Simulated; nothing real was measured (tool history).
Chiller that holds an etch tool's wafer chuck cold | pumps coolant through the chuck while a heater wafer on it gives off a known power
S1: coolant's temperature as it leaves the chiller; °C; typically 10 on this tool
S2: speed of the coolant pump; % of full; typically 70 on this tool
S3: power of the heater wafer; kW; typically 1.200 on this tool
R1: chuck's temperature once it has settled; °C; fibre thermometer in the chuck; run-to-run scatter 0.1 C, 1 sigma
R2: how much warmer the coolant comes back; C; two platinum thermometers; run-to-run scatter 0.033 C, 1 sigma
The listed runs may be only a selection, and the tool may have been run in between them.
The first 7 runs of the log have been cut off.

run 8 day=41.250 | S1=10 S2=70 S3=1.200 | R1=22.6 R2=4.80
run 9 day=45.404 | S1=10 S2=70 S3=1.200 | R1=22.6 R2=4.76
run 10 day=48.817 | S1=10 S2=70 S3=1.200 | R1=22.7 R2=4.81
run 11 day=53.717 | S1=10 S2=70 S3=1.200 | R1=22.8 R2=4.86
run 12 day=59.538 | S1=10 S2=90 S3=1.200 | R1=19.9 R2=3.70
run 13 day=66.071 | S1=10 S2=70 S3=1.200 | R1=22.7 R2=4.93
run 14 day=70.008 | S1=10 S2=76 S3=1.200 | R1=21.7 R2=4.47
run 15 day=73.912 | S1=10 S2=76 S3=1.200 | R1=21.6 R2=4.48
run 16 day=81.233 | S1=10 S2=76 S3=1.200 | R1=21.7 R2=4.48
run 17 day=88.254 | S1=10 S2=76 S3=1.200 | R1=21.8 R2=4.49
-- day=90.379 gauge calibrated
run 18 day=96.067 | S1=10 S2=76 S3=1.200 | R1=21.6 R2=4.31
run 19 day=102.029 | S1=10 S2=76 S3=1.200 | R1=21.6 R2=4.34
run 20 day=106.408 | S1=10 S2=76 S3=1.200 | R1=21.7 R2=4.40
run 21 day=113.925 | S1=10 S2=76 S3=1.200 | R1=21.6 R2=4.35
-- day=116.317 coolant changed, channels flushed
run 22 day=121.600 | S1=10 S2=76 S3=1.200 | R1=21.8 R2=4.39
run 23 day=128.238 | S1=8 S2=88 S3=1.200 | R1=17.9 R2=3.72
-- day=131.254 chiller's thermometer calibrated
run 24 day=134.154 | S1=8 S2=88 S3=1.200 | R1=17.9 R2=3.78
run 25 day=140.738 | S1=17 S2=72 S3=1.647 | R1=34.0 R2=6.37
run 26 day=144.967 | S1=19 S2=83 S3=1.283 | R1=30.5 R2=4.29
run 27 day=150.683 | S1=10 S2=88 S3=0.992 | R1=18.4 R2=3.23
run 28 day=155.138 | S1=10 S2=69 S3=0.949 | R1=20.3 R2=3.91
run 29 day=160.542 | S1=4 S2=99 S3=1.200 | R1=13.1 R2=3.40
run 30 day=163.833 | S1=4 S2=99 S3=1.200 | R1=13.0 R2=3.41
run 31 day=167.750 | S1=18 S2=84 S3=1.461 | R1=30.9 R2=4.87

Forecast each of these 5 alternatives for the next run:
run A day=172.279 | S1=7 S2=70 S3=1.200 | R1=? R2=?
run B day=172.279 | S1=3 S2=85 S3=1.117 | R1=? R2=?
run C day=172.279 | S1=7 S2=77 S3=1.461 | R1=? R2=?
run D day=172.279 | S1=11 S2=62 S3=1.461 | R1=? R2=?
run E day=172.279 | S1=8 S2=67 S3=1.461 | R1=? R2=?

run=A R1=19.6 R2=4.96
run=B R1=13.0 R2=3.74
run=C R1=21.0 R2=5.36
run=D R1=28.3 R2=6.75
run=E R1=24.1 R2=6.13
Without the tool's hidden state the same runs would have given:
run=A R1=19.6 R2=4.75
run=B R1=13.0 R2=3.52
run=C R1=21.0 R2=5.15
run=D R1=28.3 R2=6.53
run=E R1=24.1 R2=5.92

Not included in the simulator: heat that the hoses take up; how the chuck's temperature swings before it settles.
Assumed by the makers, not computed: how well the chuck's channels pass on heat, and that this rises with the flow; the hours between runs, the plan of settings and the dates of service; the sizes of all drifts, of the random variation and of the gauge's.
